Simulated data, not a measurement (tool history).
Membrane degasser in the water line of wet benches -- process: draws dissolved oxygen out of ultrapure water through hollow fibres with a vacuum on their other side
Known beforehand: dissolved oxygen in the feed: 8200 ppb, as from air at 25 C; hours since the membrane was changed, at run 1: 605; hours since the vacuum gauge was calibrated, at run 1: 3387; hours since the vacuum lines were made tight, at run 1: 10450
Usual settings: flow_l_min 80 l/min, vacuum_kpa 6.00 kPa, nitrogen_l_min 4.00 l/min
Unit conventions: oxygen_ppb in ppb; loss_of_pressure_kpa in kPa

run    hour  flow_l_min  vacuum_kpa  nitrogen_l_min  hours since the membrane was changed  hours since the vacuum gauge was calibrated  hours since the vacuum lines were made tight  oxygen_ppb  loss_of_pressure_kpa
  1     0.0          80        6.00            4.00                                   605                                         3387                                         10450       175.5                 48.27
  2    41.0          80       11.97            4.00                                   646                                         3428                                         10491       425.8                 48.53
  3    64.3          80        6.00            4.00                                   669                                         3451                                         10514       174.7                 48.10
  4    95.2          80        6.00            4.00                                   700                                         3482                                         10545       176.3                 47.73
  5   147.5          80        6.11            4.00                                   752                                         3534                                         10598       180.3                 47.31
  6   178.0          80        6.11            4.00                                   783                                         3565                                         10628       185.2                 48.09
  7   209.7          80        6.11            4.00                                   814                                         3596                                         10660       180.2                 48.14
  8   234.3          80        3.61            4.00                                   839                                         3621                                         10684        72.3                 48.01
  9   285.3          80        4.62            4.00                                   890                                         3672                                         10735       116.9                 47.92
 10   331.9          80        4.03            4.00                                   936                                         3719                                         10782        89.5                 48.08
 11   377.4          80        4.03            4.00                                   982                                         3764                                         10827        89.8                 48.03
 12   398.5          80        6.00            6.63                                  1003                                         3785                                         10849       127.7                 48.11
 13   442.4          80       10.19            4.00                                  1047                                         3829                                         10892       355.1                 47.95
 14   465.8          80        6.00            4.00                                  1070                                         3853                                         10916       176.8                 48.23
 15   486.9          80        6.00            5.74                                  1092                                         3874                                         10937       140.9                 48.05
 16   524.1          80        6.00            5.74                                  1129                                         3911                                         10974       141.8                 48.10
 17   568.9         110        4.72            7.20                                  1174                                         3956                                         11019       195.0                 66.22
 18   595.6          63       12.08            2.70                                  1200                                         3982                                         11046       447.9                 37.92
 19   636.3          62       11.82            2.70                                  1241                                         4023                                         11086       436.5                 37.17
 20   687.5          62        4.52            2.70                                  1292                                         4074                                         11138        89.5                 37.23
 21   723.1          77        7.42            3.84                                  1328                                         4110                                         11173       234.4                 46.02
 22   752.3          77        7.42            3.84                                  1357                                         4139                                         11202       234.5                 46.46
 23   790.3          87       11.40            4.00                                  1395                                         4177                                         11240       444.9                 52.44
 24   813.3          64       11.40            4.00                                  1418                                         4200                                         11263       319.1                 38.68
 25   851.2         102       11.06            8.19                                  1456                                         4238                                         11301       331.3                 61.33
      867.8  -- seals of the vacuum lines changed
 26   889.1          77       11.06            6.79                                  1492                                         4274                                            21       250.9                 46.39
 27   915.8          77       11.06            6.79                                  1518                                         4301                                            48       246.6                 46.32
 28   946.3          95        5.21            4.00                                  1549                                         4331                                            79       196.6                 57.27
 29   983.5          95        5.21            4.00                                  1586                                         4368                                           116       198.2                 57.55
 30  1025.0          66        4.28            2.85                                  1628                                         4410                                           157        84.3                 39.84
 31  1072.3          89        3.87            4.00                                  1675                                         4457                                           205       112.5                 53.81

Branching from run 31: 4 alternative next runs. What would each branch give?
  A  1100.0          98        6.00            4.00                                  1703                                         4485                                           232           ?                     ?
  B  1100.0          68        5.86            4.00                                  1703                                         4485                                           232           ?                     ?
  C  1100.0          89        5.24            4.00                                  1703                                         4485                                           232           ?                     ?
  D  1100.0         103        9.09            1.80                                  1703                                         4485                                           232           ?                     ?

run  oxygen_ppb  loss_of_pressure_kpa
  A       251.6                 59.26
  B       132.9                 41.18
  C       178.0                 53.53
  D       701.5                 62.69
Stripped of hidden state, with their random variation kept, the same runs would have yielded:
run  oxygen_ppb  loss_of_pressure_kpa
  A       240.3                 58.70
  B       126.1                 40.80
  C       168.0                 53.02
  D       684.5                 62.10
